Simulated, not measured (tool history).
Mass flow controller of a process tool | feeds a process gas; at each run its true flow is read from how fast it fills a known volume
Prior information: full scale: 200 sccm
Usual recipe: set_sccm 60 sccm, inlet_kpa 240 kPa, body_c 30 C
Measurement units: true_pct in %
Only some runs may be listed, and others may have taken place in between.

| run | day | set_sccm | inlet_kpa | body_c | true_pct |
|---|---|---|---|---|---|
| 1 | 0.000 | 60 | 240 | 30 | 97.92 |
| 2 | 2.396 | 60 | 240 | 30 | 97.95 |
| 3 | 4.829 | 60 | 240 | 35 | 97.68 |
| 4 | 7.092 | 60 | 240 | 35 | 97.71 |
| 5 | 11.479 | 60 | 240 | 30 | 97.89 |
| 6 | 15.504 | 60 | 164 | 30 | 98.31 |
| 7 | 20.138 | 60 | 240 | 30 | 98.09 |
| 8 | 24.929 | 60 | 240 | 30 | 98.22 |
| 9 | 27.925 | 60 | 240 | 23 | 98.60 |
| 10 | 32.729 | 60 | 240 | 23 | 98.49 |
| 11 | 35.446 | 60 | 240 | 23 | 98.65 |
| 12 | 39.612 | 60 | 240 | 23 | 98.80 |
| 13 | 43.362 | 60 | 240 | 30 | 98.42 |
| 14 | 46.075 | 60 | 240 | 30 | 98.32 |
| 15 | 49.671 | 60 | 231 | 30 | 98.47 |
| 16 | 54.517 | 65 | 161 | 21 | 99.10 |
| 17 | 58.892 | 65 | 161 | 27 | 99.07 |
| 18 | 61.854 | 65 | 161 | 27 | 98.94 |
| 19 | 65.546 | 60 | 231 | 24 | 98.88 |
| 20 | 68.246 | 60 | 231 | 33 | 98.36 |
| 21 | 71.271 | 60 | 231 | 33 | 98.33 |
| 22 | 74.317 | 38 | 148 | 28 | 99.26 |
| 23 | 76.846 | 38 | 148 | 28 | 99.32 |
| 24 | 79.896 | 27 | 155 | 39 | 99.19 |
| 25 | 85.133 | 25 | 159 | 40 | 99.30 |

Each row is a separate what-if for the run after 25, all from the same tool condition, not one after another. Results?
| A | 88.917 | 169 | 206 | 32 | ? |
| B | 88.917 | 22 | 159 | 20 | ? |
| C | 88.917 | 39 | 214 | 28 | ? |
| D | 88.917 | 57 | 224 | 40 | ? |
| E | 88.917 | 88 | 152 | 23 | ? |

| run | true_pct |
|---|---|
| A | 99.82 |
| B | 100.80 |
| C | 99.16 |
| D | 98.26 |
| E | 99.46 |
Take away the tool's hidden state, keep each run's random variation, and the runs would have read:
| run | true_pct |
|---|---|
| A | 99.19 |
| B | 97.64 |
| C | 97.27 |
| D | 96.89 |
| E | 98.48 |
